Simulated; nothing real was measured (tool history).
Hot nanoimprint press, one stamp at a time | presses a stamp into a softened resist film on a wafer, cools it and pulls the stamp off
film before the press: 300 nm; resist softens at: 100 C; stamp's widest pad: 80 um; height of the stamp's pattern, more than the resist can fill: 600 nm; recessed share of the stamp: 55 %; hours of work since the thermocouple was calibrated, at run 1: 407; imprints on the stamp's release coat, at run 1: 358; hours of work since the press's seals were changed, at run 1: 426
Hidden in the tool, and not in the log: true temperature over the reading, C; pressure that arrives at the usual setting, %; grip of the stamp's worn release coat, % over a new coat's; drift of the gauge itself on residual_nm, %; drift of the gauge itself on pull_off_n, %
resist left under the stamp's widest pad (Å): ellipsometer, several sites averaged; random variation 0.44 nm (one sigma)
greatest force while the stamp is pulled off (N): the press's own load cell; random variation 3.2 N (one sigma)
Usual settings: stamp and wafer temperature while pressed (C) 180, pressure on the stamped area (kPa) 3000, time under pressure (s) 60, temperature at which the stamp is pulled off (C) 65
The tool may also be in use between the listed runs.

run,hour,stamp and wafer temperature while pressed (C),pressure on the stamped area (kPa),time under pressure (s),temperature at which the stamp is pulled off (C),hours of work since the thermocouple was calibrated,imprints on the stamp's release coat,hours of work since the press's seals were changed,resist left under the stamp's widest pad (Å),greatest force while the stamp is pulled off (N)
1,0,180,3000,60,65,407,358,426,1502,158
2,15.7,180,3000,60,65,416,413,435,1506,162
3,27.1,180,3000,60,65,423,453,442,1496,173
4,43.4,180,3000,41,65,433,509,451,1695,166
5,65.2,180,3000,60,65,445,585,464,1493,163
6,83.9,180,3000,60,51,456,650,475,1500,189
7,103.9,180,3000,60,51,468,720,486,1494,195
8,123.9,180,3000,60,51,479,789,498,1503,197
9,140,180,3000,60,51,489,845,507,1502,196
10,161.4,180,3050,60,65,501,920,520,1482,174
11,179.1,180,3050,60,65,512,981,530,1490,175
12,195.4,176,3000,60,65,521,1038,540,1640,181
13,212.2,180,3000,60,65,531,1096,549,1484,176
14,222.3,180,3000,60,65,537,1132,555,1500,178
15,239.6,180,3000,60,57,547,1192,565,1499,195
# hour 258.1: stamp cleaned and given a new release coat
16,269.2,172,4280,79,57,561,39,579,1418,164
# hour 288.9: plate thermocouple calibrated
17,289,176,4280,107,54,0,97,589,1163,165
18,308.1,185,4280,61,58,11,164,600,1134,168
19,327.6,185,4280,61,58,23,231,611,1138,168
20,346,183,4740,68,63,33,295,622,1080,159
21,364.6,181,4170,54,66,44,360,633,1332,163
22,385.8,181,4170,68,66,57,434,645,1223,163
23,402.5,180,2050,93,65,66,492,655,1562,167
24,424.3,192,3780,60,65,79,568,668,1020,169
25,435.6,179,4350,83,65,85,607,674,1170,168
26,459.2,186,3990,60,60,99,689,688,1150,180
27,471.2,173,3990,60,60,106,731,695,1599,181
28,482.2,180,2120,30,65,113,769,702,2124,169
29,505,180,3000,60,70,126,848,715,1523,164

Hidden state at the last listed run before each entry between runs and at the first one after, where it differs:
Between runs 15 and 16: stamp cleaned and given a new release coat (hour 258.1)
  true temperature over the reading, C: 1.13 -> 1.16; pressure that arrives at the usual setting, %: 98.11 -> 98.07; grip of the stamp's worn release coat, % over a new coat's: 20.4 -> 0.7
  measured less the result without the state, resist left under the stamp's widest pad (Å): -28 -> -28; greatest force while the stamp is pulled off (N): +32 -> -1
Between runs 16 and 17: plate thermocouple calibrated (hour 288.9)
  true temperature over the reading, C: 1.16 -> 0.11; pressure that arrives at the usual setting, %: 98.07 -> 98.03; grip of the stamp's worn release coat, % over a new coat's: 0.7 -> 1.6
  measured less the result without the state, resist left under the stamp's widest pad (Å): -28 -> +13; greatest force while the stamp is pulled off (N): -1 -> +3
